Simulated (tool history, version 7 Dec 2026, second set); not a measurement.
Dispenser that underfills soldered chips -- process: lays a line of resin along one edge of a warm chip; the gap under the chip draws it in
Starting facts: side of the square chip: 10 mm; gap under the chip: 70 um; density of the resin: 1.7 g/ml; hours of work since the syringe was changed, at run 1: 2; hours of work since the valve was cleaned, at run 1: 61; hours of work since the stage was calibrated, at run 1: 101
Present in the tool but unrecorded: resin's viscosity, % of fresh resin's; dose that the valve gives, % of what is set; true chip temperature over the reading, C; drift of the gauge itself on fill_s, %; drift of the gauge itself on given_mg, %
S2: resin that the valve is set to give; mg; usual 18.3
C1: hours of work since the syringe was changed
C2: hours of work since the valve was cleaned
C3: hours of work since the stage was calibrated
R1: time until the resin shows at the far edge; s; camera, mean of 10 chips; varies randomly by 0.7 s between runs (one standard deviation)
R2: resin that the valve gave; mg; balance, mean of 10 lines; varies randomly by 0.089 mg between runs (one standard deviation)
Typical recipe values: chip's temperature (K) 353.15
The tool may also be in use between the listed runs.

run 1 hour=0 | chip's_temperature_(K)=353.15 S2=18.3 | C1=2 C2=61 C3=101 | R1=69.3 R2=17.51
-- hour=4.8 dispensing valve cleaned and set on the balance
run 2 hour=7.7 | chip's_temperature_(K)=353.15 S2=18.3 | C1=7 C2=2 C3=106 | R1=88.6 R2=18.49
run 3 hour=10.9 | chip's_temperature_(K)=353.15 S2=18.3 | C1=9 C2=5 C3=108 | R1=98.8 R2=18.23
-- hour=12.5 new syringe of resin
run 4 hour=15.4 | chip's_temperature_(K)=353.15 S2=18.2 | C1=2 C2=8 C3=111 | R1=68.6 R2=18.23
run 5 hour=21.2 | chip's_temperature_(K)=353.15 S2=18.2 | C1=7 C2=12 C3=116 | R1=85.9 R2=18.07
-- hour=26.4 new syringe of resin
run 6 hour=26.9 | chip's_temperature_(K)=353.15 S2=18.3 | C1=0 C2=16 C3=120 | R1=64.3 R2=18.19
run 7 hour=34.6 | chip's_temperature_(K)=353.15 S2=16 | C1=6 C2=22 C3=126 | R1=86.9 R2=15.94
-- hour=39.9 new syringe of resin
run 8 hour=41.9 | chip's_temperature_(K)=354.15 S2=16 | C1=2 C2=27 C3=131 | R1=65.9 R2=15.76
run 9 hour=45.7 | chip's_temperature_(K)=353.15 S2=18.3 | C1=4 C2=30 C3=134 | R1=78.8 R2=18.08
run 10 hour=49.1 | chip's_temperature_(K)=353.15 S2=18.3 | C1=7 C2=33 C3=136 | R1=90 R2=17.93
-- hour=53.7 new syringe of resin
run 11 hour=54.2 | chip's_temperature_(K)=353.15 S2=18.3 | C1=0 C2=36 C3=140 | R1=64.3 R2=17.92
run 12 hour=60.7 | chip's_temperature_(K)=339.15 S2=18.3 | C1=5 C2=41 C3=145 | R1=157.3 R2=17.93
-- hour=67.1 new syringe of resin
run 13 hour=68 | chip's_temperature_(K)=339.15 S2=18.3 | C1=1 C2=47 C3=150 | R1=126.9 R2=17.88
run 14 hour=71.5 | chip's_temperature_(K)=339.15 S2=18.3 | C1=3 C2=49 C3=153 | R1=146.7 R2=17.87
run 15 hour=79 | chip's_temperature_(K)=339.15 S2=18.3 | C1=9 C2=55 C3=159 | R1=191.7 R2=17.71
-- hour=80.9 new syringe of resin
run 16 hour=86.1 | chip's_temperature_(K)=353.15 S2=18.3 | C1=4 C2=60 C3=164 | R1=76.6 R2=17.65
-- hour=92.3 dispensing valve cleaned and set on the balance
run 17 hour=93.3 | chip's_temperature_(K)=354.15 S2=18.3 | C1=9 C2=1 C3=168 | R1=91.4 R2=18.27
-- hour=95.4 new syringe of resin
run 18 hour=96.8 | chip's_temperature_(K)=353.15 S2=20.1 | C1=1 C2=3 C3=171 | R1=65.7 R2=19.99
run 19 hour=103.8 | chip's_temperature_(K)=342.15 S2=22.2 | C1=6 C2=8 C3=176 | R1=140.8 R2=22.07
-- hour=109.1 new syringe of resin
run 20 hour=111.2 | chip's_temperature_(K)=342.15 S2=22.2 | C1=2 C2=14 C3=181 | R1=112.2 R2=22.03
run 21 hour=116.3 | chip's_temperature_(K)=351.15 S2=18.6 | C1=5 C2=18 C3=185 | R1=89.4 R2=18.41
run 22 hour=121.2 | chip's_temperature_(K)=357.15 S2=20.8 | C1=9 C2=21 C3=189 | R1=80.2 R2=20.48
-- hour=122.8 new syringe of resin
run 23 hour=125.4 | chip's_temperature_(K)=349.15 S2=20.9 | C1=2 C2=24 C3=192 | R1=83.5 R2=20.51
run 24 hour=132.5 | chip's_temperature_(K)=355.15 S2=18.4 | C1=7 C2=30 C3=197 | R1=82.5 R2=17.83
-- hour=136.7 new syringe of resin
run 25 hour=136.7 | chip's_temperature_(K)=347.15 S2=18.8 | C1=0 C2=33 C3=200 | R1=82 R2=18.38
run 26 hour=141.9 | chip's_temperature_(K)=347.15 S2=18.8 | C1=4 C2=37 C3=204 | R1=100.4 R2=18.21
run 27 hour=148.6 | chip's_temperature_(K)=366.15 S2=21.9 | C1=9 C2=42 C3=209 | R1=52.5 R2=21.36
-- hour=150.7 new syringe of resin
run 28 hour=153.8 | chip's_temperature_(K)=363.15 S2=19.1 | C1=2 C2=45 C3=213 | R1=44.7 R2=18.53
run 29 hour=160.7 | chip's_temperature_(K)=365.15 S2=18 | C1=8 C2=50 C3=218 | R1=52.5 R2=17.48
-- hour=164.2 new syringe of resin
run 30 hour=168.2 | chip's_temperature_(K)=342.15 S2=20.4 | C1=3 C2=56 C3=224 | R1=122.7 R2=19.75
run 31 hour=172.2 | chip's_temperature_(K)=342.15 S2=20.4 | C1=6 C2=59 C3=227 | R1=138.9 R2=19.56
-- hour=177.9 new syringe of resin
run 32 hour=178.2 | chip's_temperature_(K)=360.15 S2=22 | C1=0 C2=63 C3=231 | R1=44.3 R2=21.11
-- hour=179.8 dispensing valve cleaned and set on the balance
run 33 hour=182.7 | chip's_temperature_(K)=354.15 S2=18.8 | C1=3 C2=2 C3=233 | R1=68.1 R2=18.69
run 34 hour=188.1 | chip's_temperature_(K)=367.15 S2=16.1 | C1=7 C2=6 C3=238 | R1=47.9 R2=16.08
run 35 hour=191.9 | chip's_temperature_(K)=353.15 S2=16.9 | C1=10 C2=9 C3=240 | R1=100.4 R2=16.7

What if the next run were any one of these 5? Each begins from the tool's condition after run 35:
-- hour=192.7 new syringe of resin
run A hour=197.9 | chip's_temperature_(K)=367.15 S2=18.1 | C1=4 C2=13 C3=245 | R1=? R2=?
-- hour=192.7 new syringe of resin
run B hour=197.9 | chip's_temperature_(K)=346.15 S2=17.4 | C1=4 C2=13 C3=245 | R1=? R2=?
-- hour=192.7 new syringe of resin
run C hour=197.9 | chip's_temperature_(K)=367.15 S2=21.8 | C1=4 C2=13 C3=245 | R1=? R2=?
-- hour=192.7 new syringe of resin
run D hour=197.9 | chip's_temperature_(K)=352.15 S2=18.7 | C1=4 C2=13 C3=245 | R1=? R2=?
-- hour=192.7 new syringe of resin
run E hour=197.9 | chip's_temperature_(K)=362.15 S2=21.8 | C1=4 C2=13 C3=245 | R1=? R2=?

run=A R1=38.6 R2=17.93
run=B R1=106.4 R2=17.37
run=C R1=38.8 R2=21.61
run=D R1=78.4 R2=18.54
run=E R1=47.7 R2=21.5
Without the tool's hidden state the same runs would have given:
run=A R1=32.8 R2=18.09
run=B R1=90.9 R2=17.53
run=C R1=33 R2=21.8
run=D R1=66.9 R2=18.7
run=E R1=40.6 R2=21.7

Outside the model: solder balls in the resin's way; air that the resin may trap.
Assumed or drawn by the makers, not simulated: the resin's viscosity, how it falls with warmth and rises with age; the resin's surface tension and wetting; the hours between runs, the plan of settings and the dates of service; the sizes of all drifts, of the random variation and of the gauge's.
